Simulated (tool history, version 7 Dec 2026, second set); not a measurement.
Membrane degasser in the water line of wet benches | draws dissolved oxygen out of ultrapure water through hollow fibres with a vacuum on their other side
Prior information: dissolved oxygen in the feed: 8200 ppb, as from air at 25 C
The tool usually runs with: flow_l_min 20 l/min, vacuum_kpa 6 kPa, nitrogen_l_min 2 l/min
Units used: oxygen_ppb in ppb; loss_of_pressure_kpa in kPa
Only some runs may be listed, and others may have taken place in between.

run	day	flow_l_min	vacuum_kpa	nitrogen_l_min	oxygen_ppb	loss_of_pressure_kpa
1	0	20	6	2	73.9	63.74
2	1.283	20	6	2	71.9	63.53
3	3.383	13	6	2	44.4	41.48
4	4.962	13	6	2	44.6	41.61
5	6.412	20	7.55	2	110.5	63.78
6	7.933	20	7.55	2.65	84.9	63.79
7	10.033	20	7.55	2.65	85.2	64.05
8	11.329	20	7.55	2.65	84.9	64.14
9	12.967	20	6	2	74	64.14
10	14.575	20	6	2	73.5	63.46
11	15.621	20	6	2	72.4	63.62
12	17.688	20	6	1.49	94	63.72
13	18.95	20	14.15	1.49	336.7	63.97
14	21.154	20	4.05	1.49	34	63.76
15	22.554	20	6	2	72.9	63.93
16	23.65	20	6	2	73.9	63.91
17	25.792	20	6	2	73.7	63.91
18	26.942	20	6	2	73.1	63.86
19	28.146	20	6	2	73.7	63.76
20	30.108	20	10.96	2	187.1	63.75
21	32.304	20	10.96	2	190.5	64.07
22	34.496	20	5.61	1.57	79.8	64.33
23	35.521	20	8.78	1.75	156.1	63.69
24	37.058	28	6	2	130.1	89.07
25	39.196	28	6	2	132.3	89.75
26	40.583	20	6	1.2	114.3	63.6
27	42.275	25	13.2	2	308.3	79.92
28	43.579	23	5.74	2.94	64.1	73.76
29	45.633	28	6.49	1.72	161.2	89.41
30	46.729	28	6.49	0.82	270.5	89.72
31	47.971	27	4.68	4.81	54.6	86.68
32	50.204	25	4.9	0.93	125.1	79.8

For some of the steps in oxygen_ppb from one run to the next: how much would appear even if the tool had no hidden state, given the settings, what came in and random variation, and how much remains for the hidden state plus any gauge scatter that the measured result and the result without hidden state don't share?
The tool's hidden condition here consists of: membrane still open, %; true pressure behind the membrane over the reading, kPa; air that leaks in behind the membrane, l/min; drift of the gauge itself on oxygen_ppb, %; drift of the gauge itself on loss_of_pressure_kpa, %.
Run 12 -> 13: vacuum_kpa 6 -> 14.15. oxygen_ppb +242.7 ppb: hidden state +1, all else +241.7.
Run 13 -> 14: vacuum_kpa 14.15 -> 4.05. oxygen_ppb -302.7 ppb: hidden state -1.1, all else -301.6.
Run 27 -> 28: flow_l_min 25 -> 23, vacuum_kpa 13.2 -> 5.74, nitrogen_l_min 2 -> 2.94. oxygen_ppb -244.2 ppb: hidden state -1.7, all else -242.5.
Run 29 -> 30: nitrogen_l_min 1.72 -> 0.82. oxygen_ppb +109.3 ppb: hidden state +1.9, all else +107.4.
Run 30 -> 31: flow_l_min 28 -> 27, vacuum_kpa 6.49 -> 4.68, nitrogen_l_min 0.82 -> 4.81. oxygen_ppb -215.9 ppb: hidden state -3.7, all else -212.2.
Run 31 -> 32: flow_l_min 27 -> 25, vacuum_kpa 4.68 -> 4.9, nitrogen_l_min 4.81 -> 0.93. oxygen_ppb +70.5 ppb: hidden state +2.9, all else +67.6.

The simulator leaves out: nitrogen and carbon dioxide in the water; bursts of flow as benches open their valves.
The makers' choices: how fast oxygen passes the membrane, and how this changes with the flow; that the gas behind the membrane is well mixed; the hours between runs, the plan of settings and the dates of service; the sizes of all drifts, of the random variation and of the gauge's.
